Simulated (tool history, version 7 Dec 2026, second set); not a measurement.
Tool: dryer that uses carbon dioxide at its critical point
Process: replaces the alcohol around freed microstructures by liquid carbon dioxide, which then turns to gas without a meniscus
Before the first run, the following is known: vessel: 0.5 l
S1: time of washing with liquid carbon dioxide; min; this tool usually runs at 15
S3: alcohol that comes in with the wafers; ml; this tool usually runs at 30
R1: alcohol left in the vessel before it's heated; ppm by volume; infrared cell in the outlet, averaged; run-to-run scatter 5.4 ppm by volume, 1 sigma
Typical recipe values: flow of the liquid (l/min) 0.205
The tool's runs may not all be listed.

{"run": 1, "hour": 0.0, "S1": 15, "flow of the liquid (l/min)": 0.205, "S3": 30, "R1": 375}
{"run": 2, "hour": 65.5, "S1": 15, "flow of the liquid (l/min)": 0.205, "S3": 30, "R1": 392}
{"run": 3, "hour": 101.9, "S1": 15, "flow of the liquid (l/min)": 0.205, "S3": 30, "R1": 390}
{"run": 4, "hour": 165.6, "S1": 15, "flow of the liquid (l/min)": 0.205, "S3": 76, "R1": 698}
{"run": 5, "hour": 212.0, "S1": 15, "flow of the liquid (l/min)": 0.205, "S3": 30, "R1": 421}
{"run": 6, "hour": 275.0, "S1": 15, "flow of the liquid (l/min)": 0.205, "S3": 30, "R1": 441}
{"run": 7, "hour": 334.7, "S1": 15, "flow of the liquid (l/min)": 0.205, "S3": 33, "R1": 471}
{"run": 8, "hour": 373.8, "S1": 15, "flow of the liquid (l/min)": 0.205, "S3": 33, "R1": 489}
{"run": 9, "hour": 428.0, "S1": 15, "flow of the liquid (l/min)": 0.327, "S3": 30, "R1": 248}
{"run": 10, "hour": 462.1, "S1": 15, "flow of the liquid (l/min)": 0.326, "S3": 30, "R1": 241}
{"run": 11, "hour": 511.1, "S1": 15, "flow of the liquid (l/min)": 0.205, "S3": 32, "R1": 525}
{"hour": 544.1, "done": "inlet filter changed"}
{"run": 12, "hour": 562.1, "S1": 15, "flow of the liquid (l/min)": 0.205, "S3": 32, "R1": 380}
{"run": 13, "hour": 603.5, "S1": 15, "flow of the liquid (l/min)": 0.205, "S3": 30, "R1": 388}
{"run": 14, "hour": 648.5, "S1": 15, "flow of the liquid (l/min)": 0.205, "S3": 30, "R1": 394}
{"run": 15, "hour": 696.3, "S1": 15, "flow of the liquid (l/min)": 0.205, "S3": 30, "R1": 400}
{"run": 16, "hour": 757.4, "S1": 15, "flow of the liquid (l/min)": 0.205, "S3": 30, "R1": 432}
{"run": 17, "hour": 797.6, "S1": 15, "flow of the liquid (l/min)": 0.205, "S3": 30, "R1": 434}
{"run": 18, "hour": 826.8, "S1": 15, "flow of the liquid (l/min)": 0.205, "S3": 30, "R1": 452}
{"run": 19, "hour": 880.3, "S1": 15, "flow of the liquid (l/min)": 0.205, "S3": 30, "R1": 459}
{"run": 20, "hour": 932.4, "S1": 15, "flow of the liquid (l/min)": 0.205, "S3": 30, "R1": 465}
{"run": 21, "hour": 983.1, "S1": 15, "flow of the liquid (l/min)": 0.205, "S3": 30, "R1": 486}
{"run": 22, "hour": 1036.9, "S1": 15, "flow of the liquid (l/min)": 0.205, "S3": 30, "R1": 487}
{"hour": 1093.3, "done": "purifier's bed changed"}
{"run": 23, "hour": 1105.8, "S1": 15, "flow of the liquid (l/min)": 0.205, "S3": 30, "R1": 238}
{"run": 24, "hour": 1166.6, "S1": 15, "flow of the liquid (l/min)": 0.253, "S3": 33, "R1": 78}
{"run": 25, "hour": 1206.5, "S1": 20, "flow of the liquid (l/min)": 0.248, "S3": 105, "R1": 48}
{"run": 26, "hour": 1276.1, "S1": 20, "flow of the liquid (l/min)": 0.248, "S3": 105, "R1": 57}
{"run": 27, "hour": 1320.5, "S1": 18, "flow of the liquid (l/min)": 0.335, "S3": 50, "R1": 15}
{"hour": 1331.1, "done": "inlet filter changed"}
{"run": 28, "hour": 1381.4, "S1": 15, "flow of the liquid (l/min)": 0.264, "S3": 48, "R1": 72}
{"run": 29, "hour": 1436.8, "S1": 16, "flow of the liquid (l/min)": 0.191, "S3": 74, "R1": 432}
{"run": 30, "hour": 1493.8, "S1": 17, "flow of the liquid (l/min)": 0.156, "S3": 30, "R1": 415}
{"run": 31, "hour": 1551.2, "S1": 17, "flow of the liquid (l/min)": 0.156, "S3": 30, "R1": 430}
{"run": 32, "hour": 1611.0, "S1": 17, "flow of the liquid (l/min)": 0.156, "S3": 30, "R1": 446}
{"run": 33, "hour": 1641.6, "S1": 17, "flow of the liquid (l/min)": 0.156, "S3": 30, "R1": 473}
{"run": 34, "hour": 1695.0, "S1": 17, "flow of the liquid (l/min)": 0.156, "S3": 30, "R1": 499}
{"run": 35, "hour": 1739.8, "S1": 10, "flow of the liquid (l/min)": 0.246, "S3": 76, "R1": 1611}
{"run": 36, "hour": 1795.0, "S1": 21, "flow of the liquid (l/min)": 0.205, "S3": 30, "R1": 85}
{"run": 37, "hour": 1860.2, "S1": 21, "flow of the liquid (l/min)": 0.205, "S3": 30, "R1": 80}
{"run": 38, "hour": 1911.0, "S1": 19, "flow of the liquid (l/min)": 0.249, "S3": 22, "R1": 73}
{"run": 39, "hour": 1943.7, "S1": 19, "flow of the liquid (l/min)": 0.249, "S3": 22, "R1": 77}
{"run": 40, "hour": 1984.0, "S1": 23, "flow of the liquid (l/min)": 0.294, "S3": 44, "R1": 75}
{"run": 41, "hour": 2040.0, "S1": 15, "flow of the liquid (l/min)": 0.205, "S3": 42, "R1": 450}
{"run": 42, "hour": 2073.6, "S1": 15, "flow of the liquid (l/min)": 0.205, "S3": 42, "R1": 452}
{"hour": 2114.3, "done": "inlet filter changed"}
{"run": 43, "hour": 2114.3, "S1": 12, "flow of the liquid (l/min)": 0.146, "S3": 30, "R1": 2046}
{"run": 44, "hour": 2159.0, "S1": 15, "flow of the liquid (l/min)": 0.152, "S3": 30, "R1": 816}
{"run": 45, "hour": 2220.6, "S1": 15, "flow of the liquid (l/min)": 0.205, "S3": 35, "R1": 272}
{"run": 46, "hour": 2268.6, "S1": 14, "flow of the liquid (l/min)": 0.322, "S3": 30, "R1": 105}

Predict each of these 5 candidate next runs independently; none follows another, all start after run 46:
{"run": "A", "hour": 2312.3, "S1": 16, "flow of the liquid (l/min)": 0.135, "S3": 61, "R1": "?"}
{"run": "B", "hour": 2312.3, "S1": 16, "flow of the liquid (l/min)": 0.322, "S3": 30, "R1": "?"}
{"run": "C", "hour": 2312.3, "S1": 14, "flow of the liquid (l/min)": 0.322, "S3": 66, "R1": "?"}
{"run": "D", "hour": 2312.3, "S1": 17, "flow of the liquid (l/min)": 0.173, "S3": 43, "R1": "?"}
{"run": "E", "hour": 2312.3, "S1": 20, "flow of the liquid (l/min)": 0.318, "S3": 85, "R1": "?"}

run=A R1=2188
run=B R1=102
run=C R1=127
run=D R1=408
run=E R1=112
Without the tool's hidden state the same runs would have given:
run=A R1=1824
run=B R1=4
run=C R1=23
run=D R1=260
run=E R1=12
